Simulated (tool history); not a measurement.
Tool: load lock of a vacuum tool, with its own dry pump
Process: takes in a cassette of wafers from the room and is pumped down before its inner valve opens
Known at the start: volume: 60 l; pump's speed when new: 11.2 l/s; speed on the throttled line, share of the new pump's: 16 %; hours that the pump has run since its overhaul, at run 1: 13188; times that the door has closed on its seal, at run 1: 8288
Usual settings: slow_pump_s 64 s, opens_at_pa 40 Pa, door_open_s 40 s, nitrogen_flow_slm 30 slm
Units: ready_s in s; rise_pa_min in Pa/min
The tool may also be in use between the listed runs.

run    hour  slow_pump_s  opens_at_pa  door_open_s  nitrogen_flow_slm  hours that the pump has run since its overhaul  times that the door has closed on its seal  incoming humidity of the room's air, %  ready_s  rise_pa_min
  1     0.0           64           40           40                 30                                           13188                                        8288                                    47.2     95.4        0.021
  2   257.5           64           40           40                 30                                           13445                                        9388                                    42.8     96.6        0.021
  3   410.4           64           40           40                 30                                           13598                                       10040                                    46.1     96.2        0.023
  4   603.0           64           40           40                 30                                           13791                                       10863                                    46.3     95.2        0.016
  5   813.2           64           40           40                 30                                           14001                                       11760                                    45.2     95.5        0.021
  6   962.6           64           40           40                 30                                           14150                                       12399                                    45.0     96.0        0.017
     1099.5  -- dry pump taken out, an overhauled one fitted
  7  1265.6           64           40           40                 30                                             166                                       13667                                    45.7     95.3        0.020
  8  1459.6           64           40           40                 30                                             360                                       14495                                    44.2     94.6        0.023
  9  1642.2           64           40           40                 30                                             543                                       15275                                    39.0     95.6        0.014
 10  1958.0           64           40           40                 30                                             859                                       16624                                    43.1     95.6        0.019
 11  2268.7           64           40           40                 30                                            1169                                       17951                                    42.1     94.2        0.020
 12  2624.3           64           42          133                 30                                            1525                                       19469                                    45.7     96.2        0.044
 13  2860.1           70           39           40                 30                                            1761                                       20476                                    46.6    101.6        0.024
 14  3005.9           64           40          228                 43                                            1906                                       21098                                    45.8     94.9        0.047
 15  3211.7           64           40          228                 43                                            2112                                       21978                                    42.6     95.8        0.049
 16  3430.1           64           40          228                 43                                            2331                                       22910                                    44.3     95.8        0.045
 17  3752.4           64           62          219                 43                                            2653                                       24286                                    46.3     95.2        0.045
 18  3998.1          107           53           28                  7                                            2899                                       25335                                    47.6    130.9        0.027
     4134.8  -- door's seal changed, seat wiped
 19  4198.6           71           40           40                 30                                            3098                                         272                                    45.8    100.2        0.023
 20  4460.5           39           38           73                 12                                            3360                                        1391                                    46.6     74.2        0.044
 21  4806.4           90           38           73                 44                                            3705                                        2868                                    46.4    118.6        0.026
 22  5151.1           90           38           73                 44                                            4050                                        4340                                    43.9    118.9        0.027

How the hidden state differs across the entries between the runs, from the last listed run before each to the first after it:
Between runs 6 and 7: dry pump taken out, an overhauled one fitted (hour 1099.5)
  pump's speed, % of a new pump's: 99.9 -> 100; leak at the door's seal, Pa l/s: 0.0028 -> 0.003
Between runs 18 and 19: door's seal changed, seat wiped (hour 4134.8)
  leak at the door's seal, Pa l/s: 0.0045 -> 0.002
